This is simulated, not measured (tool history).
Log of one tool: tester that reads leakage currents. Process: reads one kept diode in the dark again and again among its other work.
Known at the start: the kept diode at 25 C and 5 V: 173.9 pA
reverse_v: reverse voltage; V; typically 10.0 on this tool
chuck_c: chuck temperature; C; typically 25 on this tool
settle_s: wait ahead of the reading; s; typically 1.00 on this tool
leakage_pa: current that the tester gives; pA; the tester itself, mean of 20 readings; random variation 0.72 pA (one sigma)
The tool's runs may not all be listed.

Run 1, hour 0.0: usual settings. Result: leakage_pa 236.94 pA.
Run 2, hour 209.5: usual settings. Result: leakage_pa 226.52 pA.
Run 3, hour 370.9: usual settings. Result: leakage_pa 222.48 pA.
Run 4, hour 544.2: usual settings. Result: leakage_pa 217.04 pA.
At hour 594.8: chuck's temperature calibrated.
Run 5, hour 667.9: usual settings. Result: leakage_pa 247.40 pA.
Run 6, hour 820.9: usual settings but reverse_v 1.6 V. Result: leakage_pa 100.48 pA.
Run 7, hour 918.0: usual settings but reverse_v 1.6 V. Result: leakage_pa 98.41 pA.
At hour 1010.4: probe card cleaned and baked.
Run 8, hour 1020.0: usual settings but reverse_v 1.6 V. Result: leakage_pa 94.85 pA.
Run 9, hour 1125.5: usual settings but reverse_v 1.6 V. Result: leakage_pa 92.77 pA.
Run 10, hour 1321.5: usual settings but reverse_v 1.9 V. Result: leakage_pa 95.79 pA.
At hour 1351.1: chuck's temperature calibrated.
Run 11, hour 1490.9: usual settings but reverse_v 1.9 V. Result: leakage_pa 109.68 pA.
Run 12, hour 1687.9: usual settings but settle_s 0.65 s. Result: leakage_pa 231.17 pA.
Run 13, hour 1904.3: usual settings but settle_s 0.65 s. Result: leakage_pa 223.87 pA.
At hour 2101.9: chuck's temperature calibrated.
Run 14, hour 2109.9: usual settings but chuck_c 36 C, settle_s 0.65 s. Result: leakage_pa 560.93 pA.
Run 15, hour 2308.2: usual settings. Result: leakage_pa 237.47 pA.
Run 16, hour 2465.0: usual settings but chuck_c 59 C. Result: leakage_pa 2602.89 pA.
Run 17, hour 2648.1: usual settings. Result: leakage_pa 223.00 pA.
At hour 2737.9: probe card cleaned and baked.
At hour 2815.0: tester calibrated.
Run 18, hour 2815.0: usual settings. Result: leakage_pa 205.37 pA.
At hour 2861.5: chuck's temperature calibrated.
Run 19, hour 2915.6: usual settings. Result: leakage_pa 238.82 pA.
Run 20, hour 3077.2: usual settings but reverse_v 11.4 V, chuck_c 58 C, settle_s 1.07 s. Result: leakage_pa 2679.55 pA.
Run 21, hour 3174.7: usual settings but reverse_v 5.8 V, settle_s 1.82 s. Result: leakage_pa 176.56 pA.
Run 22, hour 3391.1: usual settings but reverse_v 1.1 V, settle_s 3.31 s. Result: leakage_pa 78.34 pA.

Run 23 has not been measured yet. What should we expect?
Run 23, hour 3554.1: usual settings but reverse_v 7.4 V. Result: leakage_pa ?.

leakage_pa: 185.96 pA
Take away the tool's hidden state, keep the run-to-run variation as it was, and the same run would have given leakage_pa 208.54 pA.

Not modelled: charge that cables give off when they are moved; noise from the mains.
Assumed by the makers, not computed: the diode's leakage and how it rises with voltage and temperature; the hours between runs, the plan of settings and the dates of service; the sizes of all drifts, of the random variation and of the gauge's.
